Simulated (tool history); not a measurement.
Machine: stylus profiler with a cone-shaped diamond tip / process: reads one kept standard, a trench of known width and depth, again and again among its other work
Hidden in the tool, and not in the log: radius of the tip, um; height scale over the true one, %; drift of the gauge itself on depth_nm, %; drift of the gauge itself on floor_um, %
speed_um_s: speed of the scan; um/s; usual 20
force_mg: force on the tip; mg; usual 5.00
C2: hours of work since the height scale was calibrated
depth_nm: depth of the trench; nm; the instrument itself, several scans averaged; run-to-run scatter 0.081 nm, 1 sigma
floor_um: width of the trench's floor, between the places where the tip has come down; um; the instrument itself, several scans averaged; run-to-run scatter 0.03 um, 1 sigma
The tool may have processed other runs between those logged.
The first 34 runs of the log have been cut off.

At hour 3454.6: height scale calibrated on a step standard.
Run 35, hour 3518.0: usual settings but speed_um_s 37 um/s, force_mg 2.42 mg; scans with this tip 26272; C2 34. Result: depth_nm 202.97 nm, floor_um 47.43 um.
Run 36, hour 3597.1: usual settings but speed_um_s 37 um/s, force_mg 2.42 mg; scans with this tip 26509; C2 77. Result: depth_nm 202.94 nm, floor_um 47.40 um.
Run 37, hour 3677.7: usual settings but speed_um_s 17 um/s, force_mg 3.23 mg; scans with this tip 26751; C2 120. Result: depth_nm 203.57 nm, floor_um 47.54 um.
Run 38, hour 3805.9: usual settings but speed_um_s 19 um/s, force_mg 1.67 mg; scans with this tip 27136; C2 189. Result: depth_nm 202.33 nm, floor_um 47.47 um.
Run 39, hour 3889.5: usual settings but speed_um_s 22 um/s, force_mg 4.40 mg; scans with this tip 27386; C2 234. Result: depth_nm 204.31 nm, floor_um 47.55 um.
Run 40, hour 3995.4: usual settings but speed_um_s 42 um/s, force_mg 2.47 mg; scans with this tip 27704; C2 290. Result: depth_nm 202.90 nm, floor_um 47.35 um.
Run 41, hour 4097.5: usual settings but speed_um_s 42 um/s, force_mg 2.47 mg; scans with this tip 28010; C2 345. Result: depth_nm 203.04 nm, floor_um 47.37 um.
Run 42, hour 4220.1: usual settings but speed_um_s 79 um/s, force_mg 13.35 mg; scans with this tip 28378; C2 411. Result: depth_nm 208.97 nm, floor_um 47.44 um.
Run 43, hour 4308.6: usual settings but speed_um_s 8 um/s, force_mg 8.32 mg; scans with this tip 28643; C2 459. Result: depth_nm 206.74 nm, floor_um 47.51 um.
Run 44, hour 4393.0: usual settings but speed_um_s 18 um/s, force_mg 2.09 mg; scans with this tip 28896; C2 504. Result: depth_nm 202.67 nm, floor_um 47.50 um.
Run 45, hour 4511.4: usual settings but speed_um_s 18 um/s, force_mg 2.09 mg; scans with this tip 29251; C2 568. Result: depth_nm 202.74 nm, floor_um 47.47 um.
Run 46, hour 4571.0: usual settings but speed_um_s 31 um/s, force_mg 2.67 mg; scans with this tip 29430; C2 600. Result: depth_nm 203.12 nm, floor_um 47.41 um.
Run 47, hour 4646.1: usual settings but speed_um_s 31 um/s, force_mg 2.67 mg; scans with this tip 29656; C2 640. Result: depth_nm 203.25 nm, floor_um 47.36 um.

Each row is a separate what-if for the run after 47, all from the same tool condition, not one after another. Results?
Run A, hour 4725.4: usual settings but speed_um_s 37 um/s, force_mg 2.13 mg; scans with this tip 29893; C2 682. Result: depth_nm ?, floor_um ?.
Run B, hour 4725.4: usual settings but speed_um_s 6 um/s, force_mg 4.92 mg; scans with this tip 29893; C2 682. Result: depth_nm ?, floor_um ?.
Run C, hour 4725.4: usual settings but speed_um_s 77 um/s, force_mg 2.50 mg; scans with this tip 29893; C2 682. Result: depth_nm ?, floor_um ?.

run  depth_nm  floor_um
  A    202.82     47.36
  B    204.81     47.52
  C    203.18     47.16
Without the tool's hidden state the same runs would have given:
run  depth_nm  floor_um
  A    202.61     47.83
  B    204.60     48.00
  C    202.97     47.64
